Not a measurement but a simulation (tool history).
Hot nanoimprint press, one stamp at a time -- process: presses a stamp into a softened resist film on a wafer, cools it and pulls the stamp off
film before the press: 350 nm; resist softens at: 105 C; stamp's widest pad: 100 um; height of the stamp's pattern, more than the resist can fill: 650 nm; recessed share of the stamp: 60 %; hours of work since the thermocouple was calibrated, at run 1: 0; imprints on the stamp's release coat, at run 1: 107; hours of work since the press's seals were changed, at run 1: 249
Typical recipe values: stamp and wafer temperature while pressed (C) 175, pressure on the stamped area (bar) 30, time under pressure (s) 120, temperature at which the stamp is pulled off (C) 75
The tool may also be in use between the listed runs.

run	hour	stamp and wafer temperature while pressed (C)	pressure on the stamped area (bar)	time under pressure (s)	temperature at which the stamp is pulled off (C)	hours of work since the thermocouple was calibrated	imprints on the stamp's release coat	hours of work since the press's seals were changed	resist left under the stamp's widest pad (angstrom)	greatest force while the stamp is pulled off (N)
1	0	175	30	120	75	0	107	249	1350	132
2	22	175	30	120	75	11	178	260	1351	135
3	35.5	175	30	120	75	19	222	267	1347	135
4	61.1	175	30	120	73	32	305	281	1343	146
5	72.3	175	30	120	73	38	341	287	1353	147
6	99.8	175	30	120	69	52	430	301	1340	164
7	124.5	175	30	120	69	65	510	314	1339	164
8	142.4	175	30	120	69	74	568	323	1329	169
9	156.4	175	30	120	75	82	613	330	1339	147
10	181.7	175	30	120	75	95	695	344	1326	148
# hour 203.2: stamp cleaned and given a new release coat
11	211.6	167	30	120	75	107	27	356	1961	128
12	237	167	30	120	75	120	109	369	1965	132
13	253	167	30	120	70	129	161	378	1970	149
14	264.2	182	30	120	75	135	197	384	932	134
15	289.4	165	27.2	120	78	148	279	397	2206	120
16	305.6	165	27.2	120	78	156	331	405	2208	124
17	321	175	30	80	75	164	381	413	1548	137
18	338	175	23.4	80	61	173	436	422	1715	193
19	359.8	175	23.4	80	61	184	506	433	1712	192

4 options for the next run, each taken on its own from the tool as it stands now. Forecast them:
A	385.6	164	23.4	204	74	198	590	447	?	?
B	385.6	180	36.6	80	82	198	590	447	?	?
C	385.6	175	23.1	80	61	198	590	447	?	?
D	385.6	175	30	105	68	198	590	447	?	?

run	resist left under the stamp's widest pad (angstrom)	greatest force while the stamp is pulled off (N)
A	2052	148
B	1102	116
C	1731	201
D	1382	168
The same runs, with their run-to-run variation unchanged, on a tool lacking any hidden condition would have given:
run	resist left under the stamp's widest pad (angstrom)	greatest force while the stamp is pulled off (N)
A	2136	134
B	1142	106
C	1797	181
D	1437	152
